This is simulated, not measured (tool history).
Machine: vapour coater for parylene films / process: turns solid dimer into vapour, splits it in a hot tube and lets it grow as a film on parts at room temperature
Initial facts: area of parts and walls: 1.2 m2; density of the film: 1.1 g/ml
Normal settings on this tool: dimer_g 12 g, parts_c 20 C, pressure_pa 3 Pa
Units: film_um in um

run 1 hour=0 | dimer_g=12 parts_c=20 pressure_pa=3 | film_um=5.77
run 2 hour=31.2 | dimer_g=12 parts_c=20 pressure_pa=3 | film_um=5.75
run 3 hour=66.8 | dimer_g=12 parts_c=20 pressure_pa=3 | film_um=5.66
run 4 hour=86.9 | dimer_g=14 parts_c=20 pressure_pa=3 | film_um=6.55
run 5 hour=117.4 | dimer_g=14 parts_c=20 pressure_pa=3 | film_um=6.55
run 6 hour=152.2 | dimer_g=12 parts_c=20 pressure_pa=3 | film_um=5.56
run 7 hour=171.6 | dimer_g=7 parts_c=20 pressure_pa=3 | film_um=3.17
run 8 hour=204.3 | dimer_g=7 parts_c=20 pressure_pa=3 | film_um=3.19
run 9 hour=221 | dimer_g=7 parts_c=20 pressure_pa=3 | film_um=3.19
run 10 hour=253.3 | dimer_g=7 parts_c=20 pressure_pa=3 | film_um=3.15
run 11 hour=281.9 | dimer_g=6 parts_c=20 pressure_pa=3 | film_um=2.68
run 12 hour=309.5 | dimer_g=12 parts_c=20 pressure_pa=3 | film_um=5.4
run 13 hour=334.7 | dimer_g=12 parts_c=20 pressure_pa=3 | film_um=5.32
run 14 hour=362.9 | dimer_g=12 parts_c=20 pressure_pa=2.3 | film_um=5.46
run 15 hour=385.9 | dimer_g=12 parts_c=20 pressure_pa=2.3 | film_um=5.35
run 16 hour=420.5 | dimer_g=12 parts_c=20 pressure_pa=2.3 | film_um=5.33
run 17 hour=453.5 | dimer_g=9 parts_c=20 pressure_pa=2.5 | film_um=3.96
run 18 hour=469.6 | dimer_g=7 parts_c=20 pressure_pa=6.24 | film_um=2.92
run 19 hour=493.9 | dimer_g=7 parts_c=20 pressure_pa=6.24 | film_um=2.85
run 20 hour=515.8 | dimer_g=7 parts_c=20 pressure_pa=6.24 | film_um=2.85
run 21 hour=542 | dimer_g=9 parts_c=25 pressure_pa=2.2 | film_um=3.16
run 22 hour=576.3 | dimer_g=9 parts_c=25 pressure_pa=2.2 | film_um=3.56
run 23 hour=594.3 | dimer_g=9 parts_c=25 pressure_pa=2.2 | film_um=3.55
run 24 hour=628.1 | dimer_g=20 parts_c=17 pressure_pa=3 | film_um=11.08
run 25 hour=649.1 | dimer_g=9 parts_c=29 pressure_pa=2.14 | film_um=2.96
run 26 hour=669.1 | dimer_g=9 parts_c=29 pressure_pa=2.14 | film_um=3
run 27 hour=696.3 | dimer_g=9 parts_c=29 pressure_pa=2.14 | film_um=2.93
run 28 hour=724.3 | dimer_g=9 parts_c=29 pressure_pa=2.14 | film_um=2.91
run 29 hour=740.7 | dimer_g=9 parts_c=20 pressure_pa=2.99 | film_um=4.24
run 30 hour=770.8 | dimer_g=9 parts_c=20 pressure_pa=2.99 | film_um=4.21
run 31 hour=792.4 | dimer_g=17 parts_c=19 pressure_pa=10.89 | film_um=7.64

Removed from this log: 1 entry logged between the listed runs. Between which two listed runs does each belong, and how does the tool's hidden state at the listed run before it compare with that at the listed run after it?
Run 21 -> run 22: trap's valve overhauled (hour 568.3)
  vapour lost through the trap's worn valve, %: 12.6 -> 0.5; true temperature of the parts over the reading, C: 0.97 -> 0.99
  measured minus no-state result, film_um: -0.62 -> -0.17 um
